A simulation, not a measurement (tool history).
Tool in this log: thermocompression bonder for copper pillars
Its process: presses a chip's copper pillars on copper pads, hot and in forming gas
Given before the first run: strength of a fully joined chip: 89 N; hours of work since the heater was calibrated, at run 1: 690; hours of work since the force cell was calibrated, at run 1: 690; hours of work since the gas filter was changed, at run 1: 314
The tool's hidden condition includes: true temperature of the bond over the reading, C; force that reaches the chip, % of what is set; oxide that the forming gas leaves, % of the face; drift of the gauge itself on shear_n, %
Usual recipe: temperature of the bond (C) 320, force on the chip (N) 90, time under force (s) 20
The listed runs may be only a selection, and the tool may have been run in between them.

run    hour  temperature of the bond (C)  force on the chip (N)  time under force (s)  hours of work since the heater was calibrated  hours of work since the force cell was calibrated  hours of work since the gas filter was changed  force that shears a chip off (N)
  1       0                          320                     90                    20                                            690                                                690                                             314                              49.6
       13.9  -- heater calibrated with a thermocouple chip
  2      28                          320                     90                    20                                              9                                                707                                             332                              49.2
  3    53.7                          320                     90                    20                                             26                                                724                                             348                              49.7
       68.9  -- forming gas filter changed
  4    98.9                          320                     59                    20                                             56                                                754                                              20                              35.1
  5   139.4                          320                     59                    20                                             82                                                780                                              46                              34.9
  6   172.5                          320                     59                    20                                            104                                                802                                              68                              34.8
  7   204.2                          320                     59                    20                                            125                                                823                                              89                                35
  8   240.5                          320                     90                    20                                            149                                                847                                             113                              49.7
  9   268.1                          310                     90                    20                                            167                                                865                                             131                                44
 10   300.3                          330                     90                    20                                            188                                                886                                             152                              55.8
 11   335.7                          320                     90                    20                                            212                                                910                                             176                              49.6
 12   378.9                          320                     90                    20                                            240                                                938                                             204                                50
 13   429.9                          320                    123                    20                                            274                                                972                                             238                              62.1
 14   456.9                          320                     90                    11                                            291                                                989                                             256                              40.5
 15   497.8                          320                     90                    19                                            318                                               1016                                             283                              48.9
 16     530                          320                     90                    19                                            340                                               1038                                             304                                49
 17   551.4                          320                    125                    19                                            354                                               1052                                             318                              62.1
 18   572.6                          306                    125                    19                                            368                                               1066                                             332                              53.1
 19   606.1                          306                    125                    19                                            390                                               1088                                             354                              53.1
      612.2  -- forming gas filter changed
 20   638.2                          306                    125                    19                                            411                                               1109                                              17                              53.4
 21   662.5                          306                    125                    19                                            427                                               1125                                              33                              53.5
 22   691.6                          306                    125                    19                                            446                                               1144                                              52                              53.6
 23   712.7                          306                    125                    19                                            460                                               1158                                              66                              53.4
 24     742                          344                    103                    20                                            479                                               1177                                              85                              69.3
 25   763.3                          344                    103                    20                                            493                                               1191                                             100                              69.2
 26   801.3                          344                    103                    20                                            518                                               1216                                             125                              69.2
 27   824.5                          344                    103                    20                                            533                                               1231                                             140                              69.5
 28   856.6                          339                     78                    40                                            554                                               1252                                             161                              67.6
 29   903.5                          339                     78                    44                                            585                                               1283                                             192                              69.3
 30   953.5                          315                     78                    17                                            618                                               1316                                             225                              40.3
 31   977.8                          315                     78                    17                                            634                                               1332                                             241                              40.1
 32  1009.4                          314                     90                    20                                            655                                               1353                                             262                              47.4
 33  1034.4                          314                     90                    20                                            671                                               1369                                             278                              47.5
     1072.9  -- heater calibrated with a thermocouple chip
 34  1082.1                          314                     75                    20                                              6                                               1400                                             308                                41
 35  1106.4                          320                     73                    22                                             22                                               1416                                             324                              44.6
     1145.8  -- gauge calibrated
     1147.3  -- force cell calibrated
 36  1152.4                          320                     73                    22                                             51                                                  3                                             354                              43.4
     1158.9  -- forming gas filter changed
 37  1177.3                          320                     81                    21                                             67                                                 19                                              12                              46.4
 38  1228.7                          320                     81                    21                                            101                                                 53                                              46                              46.6
 39  1267.7                          298                     97                    43                                            127                                                 79                                              72                              50.9

Here are 4 independent what-if runs from the current tool condition. What would each one return?
  A  1292.5                          296                     87                    43                                            143                                                 95                                              88                                 ?
  B  1292.5                          312                     91                    43                                            143                                                 95                                              88                                 ?
  C  1292.5                          298                    115                    43                                            143                                                 95                                              88                                 ?
  D  1292.5                          298                     56                    20                                            143                                                 95                                              88                                 ?

run  force that shears a chip off (N)
  A                              45.8
  B                              57.6
  C                              57.4
  D                              23.9
What these runs would have given with no unlogged condition in the tool:
run  force that shears a chip off (N)
  A                              45.6
  B                              57.4
  C                              57.1
  D                              23.8
